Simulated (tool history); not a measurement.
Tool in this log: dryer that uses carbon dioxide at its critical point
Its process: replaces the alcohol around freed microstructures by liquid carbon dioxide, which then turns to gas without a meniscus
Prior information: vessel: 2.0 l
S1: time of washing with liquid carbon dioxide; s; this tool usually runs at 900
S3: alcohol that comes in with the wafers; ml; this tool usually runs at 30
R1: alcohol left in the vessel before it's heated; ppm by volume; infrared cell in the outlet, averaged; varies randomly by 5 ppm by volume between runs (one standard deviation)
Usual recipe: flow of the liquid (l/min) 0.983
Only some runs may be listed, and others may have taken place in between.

{"run": 1, "hour": 0.0, "S1": 900, "flow of the liquid (l/min)": 0.983, "S3": 30, "R1": 43}
{"run": 2, "hour": 12.6, "S1": 900, "flow of the liquid (l/min)": 0.983, "S3": 30, "R1": 42}
{"run": 3, "hour": 28.4, "S1": 900, "flow of the liquid (l/min)": 0.983, "S3": 30, "R1": 43}
{"run": 4, "hour": 45.9, "S1": 900, "flow of the liquid (l/min)": 0.983, "S3": 30, "R1": 46}
{"run": 5, "hour": 59.3, "S1": 900, "flow of the liquid (l/min)": 0.983, "S3": 30, "R1": 53}
{"run": 6, "hour": 74.7, "S1": 900, "flow of the liquid (l/min)": 0.983, "S3": 30, "R1": 56}
{"run": 7, "hour": 84.7, "S1": 900, "flow of the liquid (l/min)": 0.983, "S3": 30, "R1": 57}
{"run": 8, "hour": 102.7, "S1": 900, "flow of the liquid (l/min)": 0.596, "S3": 30, "R1": 418}
{"run": 9, "hour": 122.9, "S1": 900, "flow of the liquid (l/min)": 0.596, "S3": 30, "R1": 431}
{"run": 10, "hour": 135.9, "S1": 900, "flow of the liquid (l/min)": 0.983, "S3": 30, "R1": 67}
{"run": 11, "hour": 150.3, "S1": 900, "flow of the liquid (l/min)": 0.983, "S3": 30, "R1": 63}
{"run": 12, "hour": 172.0, "S1": 900, "flow of the liquid (l/min)": 0.983, "S3": 30, "R1": 81}
{"hour": 188.2, "done": "inlet filter changed"}
{"run": 13, "hour": 188.2, "S1": 900, "flow of the liquid (l/min)": 0.983, "S3": 30, "R1": 37}
{"run": 14, "hour": 198.7, "S1": 900, "flow of the liquid (l/min)": 0.983, "S3": 30, "R1": 51}
{"run": 15, "hour": 210.9, "S1": 900, "flow of the liquid (l/min)": 0.983, "S3": 30, "R1": 43}
{"run": 16, "hour": 223.6, "S1": 900, "flow of the liquid (l/min)": 0.983, "S3": 30, "R1": 52}
{"run": 17, "hour": 242.4, "S1": 900, "flow of the liquid (l/min)": 0.61, "S3": 30, "R1": 246}
{"run": 18, "hour": 258.8, "S1": 900, "flow of the liquid (l/min)": 1.453, "S3": 30, "R1": 33}
{"run": 19, "hour": 278.6, "S1": 900, "flow of the liquid (l/min)": 1.453, "S3": 30, "R1": 36}
{"run": 20, "hour": 295.7, "S1": 900, "flow of the liquid (l/min)": 1.453, "S3": 30, "R1": 44}
{"run": 21, "hour": 315.3, "S1": 900, "flow of the liquid (l/min)": 1.453, "S3": 30, "R1": 37}
{"run": 22, "hour": 337.0, "S1": 900, "flow of the liquid (l/min)": 1.453, "S3": 30, "R1": 39}
{"run": 23, "hour": 354.1, "S1": 900, "flow of the liquid (l/min)": 1.453, "S3": 30, "R1": 54}
{"run": 24, "hour": 366.9, "S1": 900, "flow of the liquid (l/min)": 1.613, "S3": 30, "R1": 45}
{"run": 25, "hour": 377.8, "S1": 900, "flow of the liquid (l/min)": 1.613, "S3": 30, "R1": 44}
{"run": 26, "hour": 388.8, "S1": 600, "flow of the liquid (l/min)": 0.899, "S3": 25, "R1": 269}
{"run": 27, "hour": 400.6, "S1": 900, "flow of the liquid (l/min)": 0.744, "S3": 22, "R1": 121}
{"run": 28, "hour": 414.5, "S1": 540, "flow of the liquid (l/min)": 0.886, "S3": 23, "R1": 381}
{"run": 29, "hour": 430.2, "S1": 540, "flow of the liquid (l/min)": 0.886, "S3": 23, "R1": 383}
{"run": 30, "hour": 450.5, "S1": 720, "flow of the liquid (l/min)": 0.756, "S3": 25, "R1": 287}
{"run": 31, "hour": 466.3, "S1": 720, "flow of the liquid (l/min)": 0.771, "S3": 55, "R1": 540}
{"run": 32, "hour": 484.1, "S1": 540, "flow of the liquid (l/min)": 0.771, "S3": 88, "R1": 2203}
{"run": 33, "hour": 503.4, "S1": 540, "flow of the liquid (l/min)": 0.771, "S3": 88, "R1": 2256}
{"run": 34, "hour": 514.5, "S1": 960, "flow of the liquid (l/min)": 0.771, "S3": 25, "R1": 120}
{"run": 35, "hour": 526.1, "S1": 540, "flow of the liquid (l/min)": 1.458, "S3": 70, "R1": 188}
{"run": 36, "hour": 546.6, "S1": 720, "flow of the liquid (l/min)": 0.617, "S3": 21, "R1": 537}
{"run": 37, "hour": 563.0, "S1": 720, "flow of the liquid (l/min)": 0.617, "S3": 21, "R1": 533}
{"run": 38, "hour": 579.4, "S1": 1200, "flow of the liquid (l/min)": 1.581, "S3": 23, "R1": 63}
{"run": 39, "hour": 595.6, "S1": 1080, "flow of the liquid (l/min)": 0.935, "S3": 37, "R1": 83}
{"run": 40, "hour": 612.1, "S1": 1080, "flow of the liquid (l/min)": 0.935, "S3": 37, "R1": 87}
{"hour": 624.9, "done": "purifier's bed changed"}
{"run": 41, "hour": 630.5, "S1": 660, "flow of the liquid (l/min)": 0.983, "S3": 76, "R1": 450}
{"run": 42, "hour": 644.0, "S1": 660, "flow of the liquid (l/min)": 0.983, "S3": 76, "R1": 437}
{"run": 43, "hour": 661.4, "S1": 540, "flow of the liquid (l/min)": 0.619, "S3": 56, "R1": 2948}
{"run": 44, "hour": 680.5, "S1": 540, "flow of the liquid (l/min)": 0.619, "S3": 56, "R1": 2960}
{"run": 45, "hour": 694.3, "S1": 600, "flow of the liquid (l/min)": 0.619, "S3": 56, "R1": 2410}
{"run": 46, "hour": 703.1, "S1": 1320, "flow of the liquid (l/min)": 0.701, "S3": 56, "R1": 64}
{"hour": 711.0, "done": "inlet filter changed"}
{"run": 47, "hour": 714.0, "S1": 900, "flow of the liquid (l/min)": 0.983, "S3": 30, "R1": 36}

Subtracting, for every run, the result it would have given without the tool's unlogged condition from the measured result gives the following. The same run-to-run variation enters both numbers; the gauge's scatter may not:
The hidden state here: flow that reaches the vessel past the clogged filter, %; alcohol in the recycled carbon dioxide, ppm; drift of the gauge itself on alcohol_ppm, %.
run=1 R1=+26
run=2 R1=+27
run=3 R1=+30
run=4 R1=+32
run=5 R1=+34
run=6 R1=+37
run=7 R1=+39
run=8 R1=+207
run=9 R1=+223
run=10 R1=+47
run=11 R1=+51
run=12 R1=+55
run=13 R1=+25
run=14 R1=+27
run=15 R1=+27
run=16 R1=+29
run=17 R1=+48
run=18 R1=+31
run=19 R1=+33
run=20 R1=+35
run=21 R1=+37
run=22 R1=+38
run=23 R1=+40
run=24 R1=+42
run=25 R1=+42
run=26 R1=+99
run=27 R1=+68
run=28 R1=+130
run=29 R1=+138
run=30 R1=+126
run=31 R1=+221
run=32 R1=+674
run=33 R1=+726
run=34 R1=+84
run=35 R1=+121
run=36 R1=+224
run=37 R1=+232
run=38 R1=+56
run=39 R1=+71
run=40 R1=+73
run=41 R1=+245
run=42 R1=+249
run=43 R1=+1037
run=44 R1=+1077
run=45 R1=+973
run=46 R1=+52
run=47 R1=+10

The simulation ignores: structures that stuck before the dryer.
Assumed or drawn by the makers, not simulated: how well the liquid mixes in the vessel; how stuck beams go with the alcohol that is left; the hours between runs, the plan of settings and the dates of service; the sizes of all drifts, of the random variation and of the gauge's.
